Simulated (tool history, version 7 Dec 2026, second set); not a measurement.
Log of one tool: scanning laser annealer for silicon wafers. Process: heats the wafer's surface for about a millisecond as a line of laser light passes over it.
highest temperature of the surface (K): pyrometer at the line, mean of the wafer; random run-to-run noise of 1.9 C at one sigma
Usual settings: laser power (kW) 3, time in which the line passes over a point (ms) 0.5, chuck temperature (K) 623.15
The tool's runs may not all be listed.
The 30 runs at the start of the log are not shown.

| run | hour | laser power (kW) | time in which the line passes over a point (ms) | chuck temperature (K) | hours of work since the window was cleaned | hours of work since the power meter was calibrated | hours of work since the optics were aligned | highest temperature of the surface (K) |
|---|---|---|---|---|---|---|---|---|
| 31 | 1026.6 | 3.015 | 0.375 | 589.15 | 499 | 1034 | 77 | 1228.15 |
| 32 | 1065.5 | 2.745 | 0.358 | 597.15 | 527 | 1062 | 105 | 1147.15 |
| 33 | 1112.8 | 2.745 | 0.358 | 597.15 | 560 | 1096 | 139 | 1146.15 |
| 34 | 1142 | 3 | 0.477 | 628.15 | 581 | 1116 | 159 | 1352.15 |
| 35 | 1171.1 | 2.968 | 0.477 | 615.15 | 602 | 1137 | 180 | 1324.15 |
| 36 | 1213.3 | 2.599 | 0.5 | 623.15 | 632 | 1167 | 210 | 1234.15 |
| 37 | 1254.8 | 3.121 | 0.521 | 593.15 | 661 | 1197 | 239 | 1388.15 |
| 38 | 1295.4 | 3.121 | 0.521 | 593.15 | 690 | 1226 | 268 | 1381.15 |
| 39 | 1334 | 3.245 | 0.461 | 593.15 | 718 | 1253 | 296 | 1367.15 |
| 40 | 1364.9 | 3.245 | 0.461 | 641.15 | 740 | 1275 | 318 | 1414.15 |
| 41 | 1399.7 | 3.245 | 0.543 | 642.15 | 764 | 1300 | 343 | 1488.15 |
| 42 | 1447 | 3.245 | 0.543 | 642.15 | 798 | 1333 | 376 | 1487.15 |

3 ways to go on from here, each from the tool as it stands after run 42. What would each give?
|  | 1483.3 | window over the wafer cleaned |
| A | 1483.5 | 3 | 0.373 | 623.15 | 0 | 1358 | 401 | ? |
|  | 1483.3 | window over the wafer cleaned |
| B | 1483.5 | 3.148 | 0.472 | 642.15 | 0 | 1358 | 401 | ? |
|  | 1483.3 | window over the wafer cleaned |
| C | 1483.5 | 2.812 | 0.546 | 623.15 | 0 | 1358 | 401 | ? |

| run | highest temperature of the surface (K) |
|---|---|
| A | 1270.15 |
| B | 1422.15 |
| C | 1350.15 |
Without the tool's unlogged condition, the same runs would have read:
| run | highest temperature of the surface (K) |
|---|---|
| A | 1280.15 |
| B | 1433.15 |
| C | 1360.15 |
